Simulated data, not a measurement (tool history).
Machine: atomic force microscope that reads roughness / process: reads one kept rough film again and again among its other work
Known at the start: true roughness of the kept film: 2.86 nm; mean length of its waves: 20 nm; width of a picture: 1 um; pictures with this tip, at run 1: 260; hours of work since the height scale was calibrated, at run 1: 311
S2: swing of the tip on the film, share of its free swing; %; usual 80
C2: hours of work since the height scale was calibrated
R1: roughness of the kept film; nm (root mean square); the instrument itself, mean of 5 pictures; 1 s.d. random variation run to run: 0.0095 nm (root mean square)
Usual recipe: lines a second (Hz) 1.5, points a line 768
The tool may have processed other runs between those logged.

Run 1, hour 0: usual settings; pictures with this tip 260; C2 311. Result: R1 1.915 nm (root mean square).
Run 2, hour 24.6: usual settings; pictures with this tip 291; C2 322. Result: R1 1.9 nm (root mean square).
Run 3, hour 49.2: usual settings; pictures with this tip 321; C2 333. Result: R1 1.882 nm (root mean square).
Run 4, hour 74.9: usual settings but S2 59 %; pictures with this tip 353; C2 344. Result: R1 2.064 nm (root mean square).
At hour 97.4: new tip fitted.
Run 5, hour 101.2: usual settings; pictures with this tip 5; C2 355. Result: R1 2.133 nm (root mean square).
Run 6, hour 119: usual settings but S2 87 %; pictures with this tip 27; C2 363. Result: R1 2.005 nm (root mean square).
Run 7, hour 134.5: usual settings but S2 87 %; pictures with this tip 46; C2 370. Result: R1 2.002 nm (root mean square).
Run 8, hour 148.5: usual settings but lines a second (Hz) 1.57; pictures with this tip 64; C2 376. Result: R1 2.08 nm (root mean square).
Run 9, hour 160.8: usual settings but lines a second (Hz) 1.57; pictures with this tip 79; C2 381. Result: R1 2.055 nm (root mean square).
Run 10, hour 172.6: usual settings; pictures with this tip 94; C2 386. Result: R1 2.087 nm (root mean square).
Run 11, hour 192.3: usual settings; pictures with this tip 118; C2 395. Result: R1 2.034 nm (root mean square).
Run 12, hour 205.9: usual settings; pictures with this tip 135; C2 401. Result: R1 2.023 nm (root mean square).
Run 13, hour 230.1: usual settings; pictures with this tip 165; C2 411. Result: R1 1.994 nm (root mean square).
Run 14, hour 249: usual settings but points a line 874; pictures with this tip 189; C2 420. Result: R1 1.992 nm (root mean square).
Run 15, hour 267.5: usual settings but points a line 874; pictures with this tip 212; C2 428. Result: R1 1.985 nm (root mean square).
Run 16, hour 284.6: usual settings but lines a second (Hz) 2.79, points a line 841; pictures with this tip 233; C2 435. Result: R1 1.734 nm (root mean square).
Run 17, hour 310.2: usual settings but lines a second (Hz) 0.77, points a line 808; pictures with this tip 265; C2 446. Result: R1 2.06 nm (root mean square).
Run 18, hour 322.1: usual settings but lines a second (Hz) 0.77, points a line 808; pictures with this tip 280; C2 452. Result: R1 2.045 nm (root mean square).
Run 19, hour 335.1: usual settings but lines a second (Hz) 0.77, points a line 808; pictures with this tip 296; C2 457. Result: R1 2.025 nm (root mean square).
Run 20, hour 355: usual settings but lines a second (Hz) 1.57, points a line 416; pictures with this tip 321; C2 466. Result: R1 1.844 nm (root mean square).
Run 21, hour 375.5: usual settings but lines a second (Hz) 0.59, points a line 416; pictures with this tip 347; C2 475. Result: R1 2.018 nm (root mean square).
Run 22, hour 400.2: usual settings but lines a second (Hz) 0.59, points a line 416; pictures with this tip 377; C2 486. Result: R1 1.991 nm (root mean square).
At hour 404.1: new tip fitted.
Run 23, hour 414.8: usual settings but S2 69 %, points a line 386; pictures with this tip 13; C2 492. Result: R1 2.256 nm (root mean square).
Run 24, hour 436.3: usual settings but lines a second (Hz) 1.73, S2 69 %, points a line 386; pictures with this tip 40; C2 501. Result: R1 2.204 nm (root mean square).
Run 25, hour 448.2: usual settings but lines a second (Hz) 1.73, S2 69 %, points a line 386; pictures with this tip 55; C2 506. Result: R1 2.194 nm (root mean square).
Run 26, hour 467.5: usual settings but lines a second (Hz) 3.61, S2 56 %, points a line 812; pictures with this tip 79; C2 515. Result: R1 2.212 nm (root mean square).
Run 27, hour 481.2: usual settings but lines a second (Hz) 1.49, points a line 643; pictures with this tip 96; C2 521. Result: R1 2.063 nm (root mean square).

Below are 3 alternative next runs, each starting from the tool's condition after run 27. Predict each:
Run A, hour 502: usual settings but lines a second (Hz) 1.19, points a line 643; pictures with this tip 122; C2 530. Result: R1 ?.
Run B, hour 502: usual settings but lines a second (Hz) 1.27, S2 70 %, points a line 256; pictures with this tip 122; C2 530. Result: R1 ?.
Run C, hour 502: usual settings but lines a second (Hz) 0.87, points a line 643; pictures with this tip 122; C2 530. Result: R1 ?.

run     R1
  A    2.1
  B  2.127
  C  2.168
With no hidden state in the tool, these same runs would have given:
run     R1
  A  2.215
  B  2.244
  C  2.288

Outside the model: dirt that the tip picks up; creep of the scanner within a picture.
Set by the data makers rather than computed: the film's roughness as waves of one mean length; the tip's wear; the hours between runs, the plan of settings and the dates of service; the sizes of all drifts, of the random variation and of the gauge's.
